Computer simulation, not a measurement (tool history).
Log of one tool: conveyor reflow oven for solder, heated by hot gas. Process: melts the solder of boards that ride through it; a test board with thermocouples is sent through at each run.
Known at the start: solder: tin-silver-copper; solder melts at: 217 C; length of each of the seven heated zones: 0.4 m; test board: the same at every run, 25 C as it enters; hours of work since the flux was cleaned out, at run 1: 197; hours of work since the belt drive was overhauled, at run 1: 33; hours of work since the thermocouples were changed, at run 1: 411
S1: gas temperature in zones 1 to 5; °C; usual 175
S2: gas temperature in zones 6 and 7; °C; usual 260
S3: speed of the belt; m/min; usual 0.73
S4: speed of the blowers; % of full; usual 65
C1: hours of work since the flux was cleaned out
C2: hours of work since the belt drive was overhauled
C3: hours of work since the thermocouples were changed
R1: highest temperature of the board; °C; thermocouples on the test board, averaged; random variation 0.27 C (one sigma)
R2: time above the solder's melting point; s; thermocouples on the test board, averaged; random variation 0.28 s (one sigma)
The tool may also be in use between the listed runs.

Run 1, hour 0: usual settings; C1 197; C2 33; C3 411. Result: R1 244.3 °C, R2 43.2 s.
Run 2, hour 8.8: usual settings; C1 202; C2 38; C3 416. Result: R1 244 °C, R2 43.2 s.
Run 3, hour 17.2: usual settings but S2 256 °C; C1 207; C2 43; C3 421. Result: R1 240.1 °C, R2 40.4 s.
Run 4, hour 21.9: usual settings but S2 256 °C; C1 209; C2 45; C3 423. Result: R1 240.6 °C, R2 40.7 s.
Run 5, hour 27.6: usual settings but S1 188 °C; C1 213; C2 49; C3 426. Result: R1 246.7 °C, R2 49.8 s.
Run 6, hour 35.2: usual settings; C1 217; C2 53; C3 431. Result: R1 243.7 °C, R2 43.1 s.
Run 7, hour 40.4: usual settings; C1 220; C2 56; C3 434. Result: R1 243.8 °C, R2 43.7 s.
Run 8, hour 45.7: usual settings but S1 183 °C; C1 223; C2 59; C3 436. Result: R1 244.9 °C, R2 46.9 s.
Run 9, hour 53.7: usual settings but S1 183 °C; C1 227; C2 63; C3 441. Result: R1 245.3 °C, R2 46.9 s.
Run 10, hour 63.2: usual settings but S1 183 °C; C1 232; C2 68; C3 446. Result: R1 245.5 °C, R2 47.4 s.
Run 11, hour 68.3: usual settings but S1 183 °C; C1 235; C2 71; C3 449. Result: R1 245.1 °C, R2 47.2 s.
Run 12, hour 76.5: usual settings but S1 183 °C; C1 240; C2 76; C3 453. Result: R1 244.9 °C, R2 47.1 s.
Run 13, hour 83.2: usual settings but S4 73 % of full; C1 243; C2 79; C3 457. Result: R1 245 °C, R2 44.9 s.
Run 14, hour 88.4: usual settings but S4 73 % of full; C1 246; C2 82; C3 460. Result: R1 244.8 °C, R2 44.4 s.
Run 15, hour 92.7: usual settings but S2 270 °C; C1 248; C2 84; C3 462. Result: R1 251.6 °C, R2 48.9 s.
Run 16, hour 99.4: usual settings but S2 249 °C, S3 0.713 m/min, S4 84 % of full; C1 252; C2 88; C3 466. Result: R1 237 °C, R2 40 s.
Run 17, hour 105.4: usual settings but S2 249 °C, S3 0.713 m/min, S4 84 % of full; C1 255; C2 91; C3 469. Result: R1 237.6 °C, R2 39.9 s.
Run 18, hour 112: usual settings but S3 0.764 m/min, S4 76 % of full; C1 259; C2 95; C3 473. Result: R1 243.9 °C, R2 41.2 s.

Run 19 comes next. What will it give?
Run 19, hour 117.6: usual settings but S3 0.764 m/min, S4 76 % of full; C1 262; C2 98; C3 476. Result: R1 ?, R2 ?.

Run 19 gave R1 243.6 °C, R2 41.2 s.
Without the tool's hidden state the same run would have given R1 246.1 °C, R2 43.7 s.
